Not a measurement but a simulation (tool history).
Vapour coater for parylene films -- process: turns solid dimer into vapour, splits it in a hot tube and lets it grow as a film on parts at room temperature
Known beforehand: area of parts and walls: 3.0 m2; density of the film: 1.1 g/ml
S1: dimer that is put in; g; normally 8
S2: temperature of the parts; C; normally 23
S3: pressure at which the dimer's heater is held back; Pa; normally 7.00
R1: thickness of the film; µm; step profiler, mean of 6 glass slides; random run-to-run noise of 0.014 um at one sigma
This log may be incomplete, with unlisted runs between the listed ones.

Run 1, hour 0.0: usual settings. Result: R1 1.58 µm.
Run 2, hour 61.8: usual settings. Result: R1 1.57 µm.
Run 3, hour 108.0: usual settings. Result: R1 1.57 µm.
At hour 143.1: trap's valve overhauled.
Run 4, hour 178.3: usual settings but S3 2.30 Pa. Result: R1 1.87 µm.
Run 5, hour 242.6: usual settings but S3 2.30 Pa. Result: R1 1.84 µm.
Run 6, hour 286.7: usual settings. Result: R1 1.71 µm.
Run 7, hour 329.6: usual settings. Result: R1 1.69 µm.
Run 8, hour 384.9: usual settings. Result: R1 1.70 µm.
Run 9, hour 421.7: usual settings but S2 18 C. Result: R1 2.06 µm.
Run 10, hour 494.9: usual settings. Result: R1 1.67 µm.
Run 11, hour 544.3: usual settings. Result: R1 1.67 µm.
Run 12, hour 596.9: usual settings. Result: R1 1.62 µm.
Run 13, hour 661.2: usual settings. Result: R1 1.64 µm.
Run 14, hour 721.9: usual settings but S3 3.81 Pa. Result: R1 1.69 µm.
Run 15, hour 760.0: usual settings but S2 21 C, S3 3.81 Pa. Result: R1 1.80 µm.
At hour 767.4: table's thermometer calibrated.
Run 16, hour 805.7: usual settings but S1 5 g. Result: R1 1.01 µm.
Run 17, hour 849.1: usual settings but S2 18 C. Result: R1 1.98 µm.
Run 18, hour 901.6: usual settings. Result: R1 1.63 µm.
Run 19, hour 935.1: usual settings. Result: R1 1.62 µm.
Run 20, hour 979.8: usual settings. Result: R1 1.59 µm.
Run 21, hour 1032.2: usual settings but S2 30 C. Result: R1 1.17 µm.
At hour 1093.1: trap's valve overhauled.
Run 22, hour 1112.3: usual settings but S2 30 C. Result: R1 1.27 µm.
At hour 1160.6: table's thermometer calibrated, once more.
Run 23, hour 1179.4: usual settings but S2 30 C. Result: R1 1.26 µm.
Run 24, hour 1239.0: usual settings but S2 30 C. Result: R1 1.27 µm.
Run 25, hour 1302.7: usual settings but S1 13 g, S2 28 C, S3 2.08 Pa. Result: R1 2.44 µm.
Run 26, hour 1370.7: usual settings but S1 3 g, S2 22 C, S3 2.54 Pa. Result: R1 0.69 µm.
Run 27, hour 1442.1: usual settings but S1 4 g, S3 4.22 Pa. Result: R1 0.86 µm.
Run 28, hour 1516.2: usual settings but S1 3 g, S3 4.22 Pa. Result: R1 0.63 µm.
Run 29, hour 1548.0: usual settings but S1 3 g, S3 4.22 Pa. Result: R1 0.61 µm.
Run 30, hour 1616.8: usual settings but S1 11 g, S2 20 C, S3 2.19 Pa. Result: R1 2.74 µm.
Run 31, hour 1653.3: usual settings but S1 11 g, S2 20 C, S3 2.19 Pa. Result: R1 2.70 µm.
Run 32, hour 1686.8: usual settings but S2 29 C, S3 3.00 Pa. Result: R1 1.35 µm.
Run 33, hour 1731.5: usual settings but S2 29 C, S3 3.00 Pa. Result: R1 1.33 µm.

What will run 34 give?
Run 34, hour 1767.6: usual settings but S2 34 C. Result: R1 ?.

{"run 34": {"R1": 1.02}}
The same run, on a tool lacking any hidden state, would have yielded R1 1.10 µm.
